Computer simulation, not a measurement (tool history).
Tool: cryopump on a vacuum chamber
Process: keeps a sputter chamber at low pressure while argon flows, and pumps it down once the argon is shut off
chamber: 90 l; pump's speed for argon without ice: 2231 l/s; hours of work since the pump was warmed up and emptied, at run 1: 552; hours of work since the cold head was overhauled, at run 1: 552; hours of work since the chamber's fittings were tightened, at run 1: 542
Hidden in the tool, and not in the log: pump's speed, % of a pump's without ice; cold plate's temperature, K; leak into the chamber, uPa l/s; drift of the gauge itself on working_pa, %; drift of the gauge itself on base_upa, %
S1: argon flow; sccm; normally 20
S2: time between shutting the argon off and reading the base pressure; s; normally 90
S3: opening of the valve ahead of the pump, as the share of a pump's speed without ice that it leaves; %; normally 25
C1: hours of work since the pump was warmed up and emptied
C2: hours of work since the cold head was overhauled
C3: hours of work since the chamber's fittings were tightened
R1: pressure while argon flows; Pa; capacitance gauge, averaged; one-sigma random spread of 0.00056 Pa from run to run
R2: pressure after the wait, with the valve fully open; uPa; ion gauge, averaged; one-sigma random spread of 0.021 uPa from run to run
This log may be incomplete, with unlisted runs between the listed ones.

| run | hour | S1 | S2 | S3 | C1 | C2 | C3 | R1 | R2 |
|---|---|---|---|---|---|---|---|---|---|
| 1 | 0 | 20 | 90 | 25 | 552 | 552 | 542 | 0.0632 | 0.75 |
| 2 | 13.5 | 20 | 90 | 25 | 563 | 563 | 553 | 0.0632 | 0.75 |
| 3 | 28.3 | 20 | 90 | 25 | 575 | 575 | 565 | 0.0645 | 0.76 |
| 4 | 45.2 | 20 | 90 | 25 | 589 | 589 | 579 | 0.0629 | 0.78 |
| 5 | 61.2 | 20 | 90 | 25 | 602 | 602 | 592 | 0.0627 | 0.78 |
| 6 | 74.2 | 20 | 90 | 25 | 613 | 613 | 603 | 0.0633 | 0.77 |
| 7 | 90.9 | 20 | 90 | 25 | 626 | 626 | 617 | 0.0634 | 0.77 |
| 8 | 111.8 | 20 | 259 | 25 | 643 | 643 | 634 | 0.0644 | 0.59 |
| 9 | 131.8 | 8 | 90 | 25 | 660 | 660 | 650 | 0.0253 | 0.81 |
| 10 | 143.8 | 8 | 49 | 25 | 670 | 670 | 660 | 0.0255 | 1.1 |
| 11 | 153.5 | 8 | 49 | 25 | 678 | 678 | 668 | 0.0254 | 1.07 |
| 12 | 172.5 | 11 | 90 | 25 | 693 | 693 | 684 | 0.034 | 0.82 |
| 13 | 187.5 | 11 | 90 | 25 | 706 | 706 | 696 | 0.0352 | 0.87 |
| 14 | 207.5 | 11 | 90 | 25 | 722 | 722 | 712 | 0.0355 | 0.86 |
| 15 | 220.6 | 11 | 90 | 25 | 733 | 733 | 723 | 0.0351 | 0.85 |
| 16 | 235.8 | 11 | 90 | 25 | 745 | 745 | 736 | 0.035 | 0.87 |
| 17 | 255.3 | 11 | 90 | 25 | 761 | 761 | 752 | 0.0352 | 0.86 |
| 18 | 265.1 | 35 | 90 | 25 | 769 | 769 | 760 | 0.112 | 0.83 |
| 19 | 284.9 | 27 | 210 | 25 | 785 | 785 | 776 | 0.086 | 0.72 |
| 20 | 297.7 | 14 | 210 | 49 | 796 | 796 | 786 | 0.0251 | 0.7 |
| 21 | 307.7 | 22 | 183 | 20 | 804 | 804 | 795 | 0.0876 | 0.71 |
| 22 | 318.8 | 22 | 183 | 17 | 813 | 813 | 804 | 0.102 | 0.76 |
| 23 | 340.2 | 8 | 94 | 43 | 831 | 831 | 821 | 0.0153 | 0.93 |
| 24 | 357.6 | 16 | 90 | 25 | 845 | 845 | 836 | 0.0525 | 0.94 |
| 25 | 369.5 | 20 | 90 | 15 | 855 | 855 | 845 | 0.1046 | 0.98 |
| 26 | 389 | 20 | 90 | 47 | 871 | 871 | 861 | 0.0368 | 1 |
|  | 408.9 | pump warmed up, emptied and cooled again |
| 27 | 413.1 | 15 | 44 | 55 | 3 | 887 | 877 | 0.022 | 1.2 |
| 28 | 422.3 | 28 | 32 | 55 | 11 | 894 | 885 | 0.039 | 1.45 |
| 29 | 433.1 | 36 | 206 | 55 | 20 | 903 | 894 | 0.0499 | 0.7 |
| 30 | 446.1 | 28 | 90 | 25 | 31 | 914 | 904 | 0.0858 | 0.82 |
| 31 | 467.4 | 28 | 90 | 25 | 48 | 931 | 922 | 0.0861 | 0.85 |
| 32 | 480.7 | 28 | 90 | 25 | 59 | 942 | 933 | 0.0851 | 0.87 |
| 33 | 501.4 | 28 | 90 | 25 | 76 | 959 | 950 | 0.0858 | 0.9 |
| 34 | 517.6 | 28 | 20 | 25 | 89 | 972 | 963 | 0.0852 | 1.97 |
| 35 | 533.9 | 28 | 20 | 25 | 103 | 986 | 976 | 0.0877 | 2.08 |

Across each entry between runs, compare the hidden state at the last listed run before it with the hidden state at the first listed run after it:
After run 26, before run 27: pump warmed up, emptied and cooled again (hour 408.9)
  pump's speed, % of a pump's without ice: 79.3 -> 99.2; cold plate's temperature, K: 12.44 -> 12.45; leak into the chamber, uPa l/s: 1139 -> 1154
  measured minus no-state result, R1: +0.0042 -> +0.0002 Pa; R2: +0.52 -> +0.4 uPa

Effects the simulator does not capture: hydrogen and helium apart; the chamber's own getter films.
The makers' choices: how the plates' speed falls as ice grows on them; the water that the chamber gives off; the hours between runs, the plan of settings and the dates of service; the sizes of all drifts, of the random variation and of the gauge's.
